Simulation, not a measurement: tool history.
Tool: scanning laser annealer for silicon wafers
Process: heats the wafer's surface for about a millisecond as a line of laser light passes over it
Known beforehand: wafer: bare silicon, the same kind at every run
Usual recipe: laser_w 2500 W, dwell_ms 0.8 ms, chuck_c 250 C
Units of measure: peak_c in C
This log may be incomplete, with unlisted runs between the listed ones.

{"run": 1, "hour": 0.0, "laser_w": 2500, "dwell_ms": 0.8, "chuck_c": 250, "peak_c": 968}
{"run": 2, "hour": 24.1, "laser_w": 2500, "dwell_ms": 0.8, "chuck_c": 250, "peak_c": 969}
{"run": 3, "hour": 43.7, "laser_w": 2500, "dwell_ms": 0.8, "chuck_c": 250, "peak_c": 966}
{"run": 4, "hour": 71.7, "laser_w": 2232, "dwell_ms": 0.8, "chuck_c": 250, "peak_c": 867}
{"run": 5, "hour": 101.9, "laser_w": 2500, "dwell_ms": 0.8, "chuck_c": 250, "peak_c": 963}
{"run": 6, "hour": 137.3, "laser_w": 2500, "dwell_ms": 0.8, "chuck_c": 250, "peak_c": 958}
{"run": 7, "hour": 176.6, "laser_w": 2500, "dwell_ms": 0.8, "chuck_c": 250, "peak_c": 957}
{"hour": 197.0, "done": "window over the wafer cleaned"}
{"run": 8, "hour": 199.6, "laser_w": 2636, "dwell_ms": 0.8, "chuck_c": 250, "peak_c": 1052}
{"run": 9, "hour": 224.4, "laser_w": 2500, "dwell_ms": 0.8, "chuck_c": 250, "peak_c": 995}
{"run": 10, "hour": 261.4, "laser_w": 2500, "dwell_ms": 0.8, "chuck_c": 250, "peak_c": 994}
{"run": 11, "hour": 292.1, "laser_w": 2500, "dwell_ms": 0.8, "chuck_c": 250, "peak_c": 991}
{"run": 12, "hour": 325.6, "laser_w": 2500, "dwell_ms": 0.8, "chuck_c": 250, "peak_c": 987}
{"run": 13, "hour": 367.7, "laser_w": 2500, "dwell_ms": 0.662, "chuck_c": 250, "peak_c": 927}
{"run": 14, "hour": 409.8, "laser_w": 2500, "dwell_ms": 0.662, "chuck_c": 221, "peak_c": 897}
{"run": 15, "hour": 452.6, "laser_w": 2500, "dwell_ms": 0.662, "chuck_c": 221, "peak_c": 888}
{"run": 16, "hour": 475.6, "laser_w": 2500, "dwell_ms": 0.8, "chuck_c": 279, "peak_c": 1003}
{"run": 17, "hour": 503.5, "laser_w": 2500, "dwell_ms": 0.8, "chuck_c": 244, "peak_c": 966}
{"run": 18, "hour": 543.6, "laser_w": 2477, "dwell_ms": 0.892, "chuck_c": 263, "peak_c": 1005}
{"run": 19, "hour": 584.1, "laser_w": 2666, "dwell_ms": 0.892, "chuck_c": 263, "peak_c": 1079}
{"run": 20, "hour": 605.1, "laser_w": 2666, "dwell_ms": 0.892, "chuck_c": 263, "peak_c": 1074}

For run 21, what comes out?
{"run": 21, "hour": 636.4, "laser_w": 2649, "dwell_ms": 0.892, "chuck_c": 249, "peak_c": "?"}

{"run 21": {"peak_c": 1053}}
Take away the tool's hidden state, keep the run-to-run variation as it was, and the same run would have given peak_c 1105 C.
